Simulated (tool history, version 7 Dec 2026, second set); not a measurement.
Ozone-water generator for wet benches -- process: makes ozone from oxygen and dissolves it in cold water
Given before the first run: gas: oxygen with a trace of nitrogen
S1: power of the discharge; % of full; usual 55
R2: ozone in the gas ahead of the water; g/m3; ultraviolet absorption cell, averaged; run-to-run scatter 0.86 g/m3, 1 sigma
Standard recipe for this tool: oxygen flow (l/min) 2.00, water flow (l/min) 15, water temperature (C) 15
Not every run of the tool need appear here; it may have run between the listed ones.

run 1 day=0.000 | S1=55 oxygen_flow_(l/min)=2.00 water_flow_(l/min)=15 water_temperature_(C)=15 | dissolved_ozone_(ppm)=9.7 R2=138.4
run 2 day=3.075 | S1=55 oxygen_flow_(l/min)=2.00 water_flow_(l/min)=15 water_temperature_(C)=15 | dissolved_ozone_(ppm)=9.9 R2=137.2
run 3 day=6.479 | S1=55 oxygen_flow_(l/min)=2.00 water_flow_(l/min)=15 water_temperature_(C)=15 | dissolved_ozone_(ppm)=9.9 R2=138.1
run 4 day=9.858 | S1=55 oxygen_flow_(l/min)=1.50 water_flow_(l/min)=15 water_temperature_(C)=15 | dissolved_ozone_(ppm)=8.7 R2=148.9
run 5 day=13.912 | S1=55 oxygen_flow_(l/min)=2.00 water_flow_(l/min)=15 water_temperature_(C)=15 | dissolved_ozone_(ppm)=9.7 R2=137.3
run 6 day=17.604 | S1=55 oxygen_flow_(l/min)=2.00 water_flow_(l/min)=15 water_temperature_(C)=15 | dissolved_ozone_(ppm)=10.0 R2=136.5
run 7 day=21.508 | S1=55 oxygen_flow_(l/min)=2.00 water_flow_(l/min)=15 water_temperature_(C)=15 | dissolved_ozone_(ppm)=9.8 R2=135.1
run 8 day=24.321 | S1=55 oxygen_flow_(l/min)=2.00 water_flow_(l/min)=15 water_temperature_(C)=15 | dissolved_ozone_(ppm)=9.8 R2=136.0
run 9 day=27.071 | S1=55 oxygen_flow_(l/min)=2.00 water_flow_(l/min)=15 water_temperature_(C)=15 | dissolved_ozone_(ppm)=9.6 R2=135.2
run 10 day=28.896 | S1=55 oxygen_flow_(l/min)=2.00 water_flow_(l/min)=15 water_temperature_(C)=15 | dissolved_ozone_(ppm)=9.7 R2=136.2
run 11 day=32.008 | S1=55 oxygen_flow_(l/min)=1.15 water_flow_(l/min)=15 water_temperature_(C)=15 | dissolved_ozone_(ppm)=7.7 R2=162.0
run 12 day=34.100 | S1=55 oxygen_flow_(l/min)=1.15 water_flow_(l/min)=15 water_temperature_(C)=15 | dissolved_ozone_(ppm)=7.6 R2=164.0
run 13 day=36.450 | S1=55 oxygen_flow_(l/min)=2.69 water_flow_(l/min)=15 water_temperature_(C)=15 | dissolved_ozone_(ppm)=10.7 R2=124.7
run 14 day=40.354 | S1=55 oxygen_flow_(l/min)=2.69 water_flow_(l/min)=15 water_temperature_(C)=11 | dissolved_ozone_(ppm)=11.2 R2=122.0
run 15 day=44.167 | S1=55 oxygen_flow_(l/min)=2.69 water_flow_(l/min)=15 water_temperature_(C)=11 | dissolved_ozone_(ppm)=11.1 R2=124.1
run 16 day=46.129 | S1=83 oxygen_flow_(l/min)=2.69 water_flow_(l/min)=15 water_temperature_(C)=11 | dissolved_ozone_(ppm)=15.4 R2=167.7
run 17 day=50.062 | S1=83 oxygen_flow_(l/min)=2.69 water_flow_(l/min)=15 water_temperature_(C)=11 | dissolved_ozone_(ppm)=15.1 R2=167.6
run 18 day=54.258 | S1=55 oxygen_flow_(l/min)=2.98 water_flow_(l/min)=15 water_temperature_(C)=15 | dissolved_ozone_(ppm)=11.2 R2=120.3
run 19 day=57.012 | S1=53 oxygen_flow_(l/min)=1.23 water_flow_(l/min)=9 water_temperature_(C)=16 | dissolved_ozone_(ppm)=12.4 R2=152.4
run 20 day=61.333 | S1=53 oxygen_flow_(l/min)=1.43 water_flow_(l/min)=14 water_temperature_(C)=19 | dissolved_ozone_(ppm)=8.2 R2=145.1
run 21 day=63.975 | S1=54 oxygen_flow_(l/min)=2.00 water_flow_(l/min)=15 water_temperature_(C)=19 | dissolved_ozone_(ppm)=8.7 R2=132.4
run 22 day=67.979 | S1=55 oxygen_flow_(l/min)=2.00 water_flow_(l/min)=15 water_temperature_(C)=14 | dissolved_ozone_(ppm)=9.3 R2=133.2
run 23 day=70.679 | S1=62 oxygen_flow_(l/min)=3.07 water_flow_(l/min)=14 water_temperature_(C)=12 | dissolved_ozone_(ppm)=13.0 R2=126.3
run 24 day=75.004 | S1=73 oxygen_flow_(l/min)=2.00 water_flow_(l/min)=21 water_temperature_(C)=7 | dissolved_ozone_(ppm)=8.8 R2=162.2
run 25 day=78.488 | S1=84 oxygen_flow_(l/min)=2.19 water_flow_(l/min)=21 water_temperature_(C)=14 | dissolved_ozone_(ppm)=9.7 R2=175.6
run 26 day=80.775 | S1=84 oxygen_flow_(l/min)=2.57 water_flow_(l/min)=15 water_temperature_(C)=9 | dissolved_ozone_(ppm)=15.2 R2=166.0
run 27 day=84.296 | S1=55 oxygen_flow_(l/min)=2.00 water_flow_(l/min)=15 water_temperature_(C)=19 | dissolved_ozone_(ppm)=9.3 R2=132.7
run 28 day=86.096 | S1=55 oxygen_flow_(l/min)=2.00 water_flow_(l/min)=16 water_temperature_(C)=14 | dissolved_ozone_(ppm)=9.2 R2=132.4
run 29 day=89.279 | S1=51 oxygen_flow_(l/min)=2.51 water_flow_(l/min)=17 water_temperature_(C)=9 | dissolved_ozone_(ppm)=9.0 R2=118.1
run 30 day=91.312 | S1=41 oxygen_flow_(l/min)=2.12 water_flow_(l/min)=20 water_temperature_(C)=8 | dissolved_ozone_(ppm)=6.4 R2=104.9
run 31 day=95.088 | S1=41 oxygen_flow_(l/min)=2.12 water_flow_(l/min)=20 water_temperature_(C)=8 | dissolved_ozone_(ppm)=6.1 R2=105.6
run 32 day=99.012 | S1=41 oxygen_flow_(l/min)=2.12 water_flow_(l/min)=20 water_temperature_(C)=8 | dissolved_ozone_(ppm)=6.5 R2=105.5

Missing from the log above: 3 entries noted between runs. For each, name the pair of listed runs it sits between and say how the tool's hidden condition differs from the listed run just before to the listed run just after:
After run 20, before run 21: contactor cleaned (day 61.754); water thermometer calibrated (day 63.304)
  yield of the discharge, % of new electrodes': 95.9 -> 95.8; contactor's efficiency, % of a clean one's: 96.2 -> 93.8; true water temperature over the reading, C: 0.35 -> -0.02
  difference, measured minus the result without the unlogged condition, dissolved ozone (ppm): -0.5 -> -0.6; R2: -4.9 -> -4.6 g/m3
After run 23, before run 24: contactor cleaned, once more (day 72.138)
  yield of the discharge, % of new electrodes': 95.4 -> 95.2; contactor's efficiency, % of a clean one's: 93.6 -> 99.8; true water temperature over the reading, C: -0.01 -> 0
  difference, measured minus the result without the unlogged condition, dissolved ozone (ppm): -1.0 -> -0.5; R2: -5.5 -> -8.4 g/m3

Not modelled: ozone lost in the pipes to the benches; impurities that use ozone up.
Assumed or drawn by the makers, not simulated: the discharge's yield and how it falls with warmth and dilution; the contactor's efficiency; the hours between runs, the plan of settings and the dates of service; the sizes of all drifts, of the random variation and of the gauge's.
